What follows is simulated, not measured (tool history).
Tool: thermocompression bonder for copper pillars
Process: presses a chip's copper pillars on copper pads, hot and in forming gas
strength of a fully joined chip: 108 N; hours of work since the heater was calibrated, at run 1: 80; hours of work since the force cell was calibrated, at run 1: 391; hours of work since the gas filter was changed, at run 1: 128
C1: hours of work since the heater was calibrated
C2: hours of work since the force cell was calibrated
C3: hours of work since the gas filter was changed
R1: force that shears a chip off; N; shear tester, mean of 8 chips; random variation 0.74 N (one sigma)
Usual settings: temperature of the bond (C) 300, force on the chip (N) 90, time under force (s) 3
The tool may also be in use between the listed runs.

Run 1, hour 0: usual settings; C1 80; C2 391; C3 128. Result: R1 58.8 N.
Run 2, hour 19.1: usual settings; C1 90; C2 401; C3 139. Result: R1 58.3 N.
Run 3, hour 37.6: usual settings; C1 100; C2 411; C3 148. Result: R1 58.3 N.
Run 4, hour 52: usual settings; C1 108; C2 419; C3 156. Result: R1 58.6 N.
Run 5, hour 63: usual settings; C1 114; C2 425; C3 162. Result: R1 57.3 N.
Run 6, hour 74.5: usual settings; C1 120; C2 431; C3 168. Result: R1 58.1 N.
Run 7, hour 85.2: usual settings; C1 125; C2 436; C3 174. Result: R1 58 N.
Run 8, hour 96.2: usual settings; C1 131; C2 442; C3 180. Result: R1 58 N.
Run 9, hour 114.8: usual settings; C1 141; C2 452; C3 189. Result: R1 57.3 N.
Run 10, hour 124.8: usual settings but force on the chip (N) 81; C1 146; C2 458; C3 195. Result: R1 53.3 N.
Run 11, hour 137.2: usual settings but force on the chip (N) 81; C1 153; C2 464; C3 201. Result: R1 53 N.
Run 12, hour 152.3: usual settings; C1 161; C2 472; C3 209. Result: R1 56.8 N.
Run 13, hour 165.6: usual settings; C1 168; C2 479; C3 216. Result: R1 57.8 N.
Run 14, hour 173.3: usual settings but temperature of the bond (C) 305; C1 172; C2 483; C3 221. Result: R1 61.5 N.
Run 15, hour 182.5: usual settings but force on the chip (N) 76; C1 177; C2 488; C3 225. Result: R1 49.7 N.
At hour 184.5: forming gas filter changed.
Run 16, hour 194.5: usual settings but force on the chip (N) 76; C1 183; C2 494; C3 5. Result: R1 51.6 N.
Run 17, hour 211.1: usual settings; C1 192; C2 503; C3 14. Result: R1 59.6 N.
Run 18, hour 228.9: usual settings but temperature of the bond (C) 282, force on the chip (N) 67, time under force (s) 8; C1 201; C2 513; C3 24. Result: R1 55.9 N.
Run 19, hour 241.7: usual settings but force on the chip (N) 70, time under force (s) 2; C1 208; C2 519; C3 30. Result: R1 40.9 N.
Run 20, hour 257.9: usual settings but temperature of the bond (C) 304, force on the chip (N) 71; C1 217; C2 528; C3 39. Result: R1 50.1 N.
Run 21, hour 267: usual settings but temperature of the bond (C) 276, force on the chip (N) 117, time under force (s) 4; C1 222; C2 533; C3 44. Result: R1 68.7 N.
Run 22, hour 279.6: usual settings but temperature of the bond (C) 276, force on the chip (N) 117, time under force (s) 4; C1 228; C2 540; C3 51. Result: R1 67.2 N.
Run 23, hour 293.7: usual settings but temperature of the bond (C) 277, force on the chip (N) 74, time under force (s) 2; C1 236; C2 547; C3 58. Result: R1 35.6 N.
Run 24, hour 309.5: usual settings but time under force (s) 2; C1 244; C2 555; C3 66. Result: R1 53.1 N.
Run 25, hour 319.2: usual settings but temperature of the bond (C) 299, force on the chip (N) 97; C1 249; C2 561; C3 72. Result: R1 62.8 N.
Run 26, hour 334.5: usual settings but temperature of the bond (C) 273, force on the chip (N) 61, time under force (s) 6; C1 258; C2 569; C3 80. Result: R1 42.7 N.
Run 27, hour 352.8: usual settings; C1 267; C2 579; C3 90. Result: R1 58.6 N.
Run 28, hour 366.7: usual settings; C1 275; C2 586; C3 97. Result: R1 60.1 N.
Run 29, hour 374.5: usual settings but temperature of the bond (C) 325, force on the chip (N) 95, time under force (s) 6; C1 279; C2 590; C3 101. Result: R1 85.2 N.
Run 30, hour 391.1: usual settings but temperature of the bond (C) 271, force on the chip (N) 56; C1 288; C2 599; C3 110. Result: R1 28.8 N.
Run 31, hour 407.5: usual settings but temperature of the bond (C) 271, force on the chip (N) 111, time under force (s) 2; C1 296; C2 608; C3 119. Result: R1 49.5 N.
Run 32, hour 415.7: usual settings but temperature of the bond (C) 326, force on the chip (N) 57, time under force (s) 2; C1 301; C2 612; C3 123. Result: R1 41.5 N.
Run 33, hour 431: usual settings but temperature of the bond (C) 318, force on the chip (N) 127, time under force (s) 5; C1 309; C2 620; C3 131. Result: R1 91.3 N.
Run 34, hour 439.4: usual settings but temperature of the bond (C) 293, force on the chip (N) 127, time under force (s) 4; C1 313; C2 625; C3 136. Result: R1 78 N.

Forecast each of these 4 alternatives for the next run:
Run A, hour 453.6: usual settings but temperature of the bond (C) 327, time under force (s) 6; C1 321; C2 632; C3 143. Result: R1 ?.
Run B, hour 453.6: usual settings but temperature of the bond (C) 307, force on the chip (N) 55; C1 321; C2 632; C3 143. Result: R1 ?.
Run C, hour 453.6: usual settings but time under force (s) 5; C1 321; C2 632; C3 143. Result: R1 ?.
Run D, hour 453.6: usual settings but temperature of the bond (C) 328, force on the chip (N) 96; C1 321; C2 632; C3 143. Result: R1 ?.

run    R1
  A  83.6
  B  39.4
  C  69.2
  D  73.2
Without the tool's hidden state the same runs would have given:
run    R1
  A  85.5
  B    40
  C  70.5
  D  74.8
